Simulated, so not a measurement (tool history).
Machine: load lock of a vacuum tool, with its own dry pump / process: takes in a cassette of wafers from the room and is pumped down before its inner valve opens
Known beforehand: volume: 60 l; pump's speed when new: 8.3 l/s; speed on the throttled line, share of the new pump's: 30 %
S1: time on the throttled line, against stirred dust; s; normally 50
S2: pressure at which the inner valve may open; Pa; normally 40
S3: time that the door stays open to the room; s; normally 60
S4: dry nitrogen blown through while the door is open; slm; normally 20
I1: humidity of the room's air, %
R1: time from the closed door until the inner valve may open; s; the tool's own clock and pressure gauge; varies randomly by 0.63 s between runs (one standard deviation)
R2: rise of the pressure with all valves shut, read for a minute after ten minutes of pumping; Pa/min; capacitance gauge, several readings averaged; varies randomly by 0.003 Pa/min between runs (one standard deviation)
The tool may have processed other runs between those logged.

run    hour  S1  S2   S3  S4    I1     R1     R2
  1       0  50  40   60  20  45.6   93.9   0.07
  2   124.7  50  40   60  20    49   93.1  0.074
  3   286.8  50  40   60  20  51.6   92.8  0.084
  4   506.7  50  40   60  20  45.7     94  0.092
  5   617.9  50  28   60  20  44.9   96.7  0.099
  6   757.9  50  30   60  20  45.1   96.9  0.104
  7     920  50  30   60  20    48   96.2  0.117
  8  1034.9  50  40   60  20  43.6   92.6  0.122
  9  1148.1  50  40   60  20    45   93.8  0.127
 10  1377.6  50  40   60  20  46.9   93.7  0.148
 11  1563.3  50  40   30  20  43.3   93.9  0.143
 12  1701.4  50  40   30  20  42.8   94.4  0.152
 13  1957.6  50  40   30  20  45.7   94.1  0.168
 14  2169.1  50  40   30  20  44.3   93.7  0.189
 15  2344.5  50  40   30  20  44.3   94.6  0.198
 16  2471.3  50  40   30  20  45.9   94.2  0.211
 17    2715  50  40   62  20  42.9   94.4  0.245
 18  2819.7  50  61   60  20  46.7     92   0.26
 19  3048.3  50  61   60  20  42.8   92.3  0.273
 20  3296.8  50  61   71  20  45.6   91.4   0.31
 21  3440.9  27  29   60  20    44   81.8  0.316
 22  3583.1  50  58  212   8  41.9   93.1  0.383
 23    3836  50  43  212  13    44     93  0.411
 24  3986.7  50  43  212  13  47.4   94.8  0.424
 25  4219.6  50  43  212  13  44.1   94.4  0.463
 26  4337.8  50  43  212  13  44.7   95.2   0.46
 27  4491.8  50  40   43   8  46.3   94.8  0.434
 28  4749.6  36  40   60  11  47.9   85.1  0.475
 29  4919.7  36  40   60  11  47.2   86.5  0.497
 30  5074.3  41  40  223   6  43.7   89.4  0.584
     5255.6  -- door's seal changed, seat wiped
 31  5258.2  41  40  223   6  49.2     90  0.131
 32  5495.7  88  40   60  12  45.1  120.7  0.055
 33  5628.3  88  55   99   5  41.8  118.9  0.081
 34  5876.5  88  31  129   8  44.2  123.8  0.102
 35  6137.3  66  79  195  11    49  101.9  0.129
 36  6359.8  66  79  195  11  47.5  101.4  0.134
 37  6525.2  36  79   42  11  45.5   81.7  0.092
 38  6730.2  50  35   60  20  43.6   97.5  0.096

A few steps of R1 between consecutive runs. Split each: what settings, incoming material and random variation would produce without the hidden state, and what is left over for the hidden state, along with gauge scatter present in only one of the two compared results (measured, and without hidden state):
The tool's hidden condition here consists of: pump's speed, % of a new pump's; leak at the door's seal, Pa l/s; drift of the gauge itself on ready_s, %; drift of the gauge itself on rise_pa_min, %.
Run 20 -> 21: S1 50 -> 27, S2 61 -> 29, S3 71 -> 60. R1 -9.6 s: hidden state +1, all else -10.6.
Run 31 -> 32: S1 41 -> 88, S3 223 -> 60, S4 6 -> 12. R1 +30.7 s: hidden state -1.3, all else +32.
Run 34 -> 35: S1 88 -> 66, S2 31 -> 79, S3 129 -> 195, S4 8 -> 11. R1 -21.9 s: hidden state +0, all else -21.9.
Run 36 -> 37: S1 66 -> 36, S3 195 -> 42. R1 -19.7 s: hidden state +1, all else -20.7.
